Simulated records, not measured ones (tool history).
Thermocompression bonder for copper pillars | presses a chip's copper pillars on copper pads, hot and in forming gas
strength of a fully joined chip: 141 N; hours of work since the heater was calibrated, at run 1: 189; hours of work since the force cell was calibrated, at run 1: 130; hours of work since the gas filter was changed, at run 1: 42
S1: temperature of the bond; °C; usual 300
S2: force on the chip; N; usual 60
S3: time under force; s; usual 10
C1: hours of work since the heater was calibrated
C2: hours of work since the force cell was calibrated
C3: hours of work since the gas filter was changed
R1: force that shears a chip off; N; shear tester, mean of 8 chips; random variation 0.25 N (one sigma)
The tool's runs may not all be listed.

run	hour	S1	S2	S3	C1	C2	C3	R1
1	0.0	300	60	10	189	130	42	69.8
2	9.7	300	60	10	194	134	46	69.2
3	14.4	300	60	10	196	137	49	69.3
4	25.1	300	60	10	201	142	54	69.7
5	30.0	300	60	10	203	144	56	70.1
6	40.1	300	55	10	208	149	61	64.7
7	46.6	300	55	10	211	152	64	64.5
8	51.8	300	60	15	214	154	66	79.4
9	56.7	300	60	15	216	157	69	79.3
# hour 59.3: heater calibrated with a thermocouple chip
10	68.1	300	60	15	4	161	73	83.3
# hour 79.6: heater calibrated with a thermocouple chip, once more
11	81.0	300	60	10	1	166	78	64.7
12	89.6	296	60	10	5	170	82	60.5
13	97.6	300	80	10	8	174	86	80.3
14	106.1	300	60	6	12	178	90	52.9
15	113.8	303	46	11	16	182	94	54.4
16	118.5	317	73	26	18	184	96	112.2
17	128.8	329	41	7	23	189	101	57.6
18	136.4	302	47	7	27	192	104	45.6
19	141.7	284	84	18	29	195	107	83.5
20	151.8	309	84	8	34	199	111	85.7
21	156.7	291	52	11	36	202	114	51.8
22	164.0	327	60	10	40	205	117	85.8
23	172.2	327	60	10	44	209	121	86.1

Hidden state at the last listed run before each entry between runs and at the first one after, where it differs:
Between runs 9 and 10: heater calibrated with a thermocouple chip (hour 59.3)
  true temperature of the bond over the reading, C: 5.7 -> 9.8; oxide that the forming gas leaves, % of the face: 2.57 -> 2.7
  measured less the result without the state, R1: +2.8 -> +6.4 N
Between runs 10 and 11: heater calibrated with a thermocouple chip, once more (hour 79.6)
  true temperature of the bond over the reading, C: 9.8 -> -0.4; oxide that the forming gas leaves, % of the face: 2.7 -> 2.86
  measured less the result without the state, R1: +6.4 -> -2.4 N

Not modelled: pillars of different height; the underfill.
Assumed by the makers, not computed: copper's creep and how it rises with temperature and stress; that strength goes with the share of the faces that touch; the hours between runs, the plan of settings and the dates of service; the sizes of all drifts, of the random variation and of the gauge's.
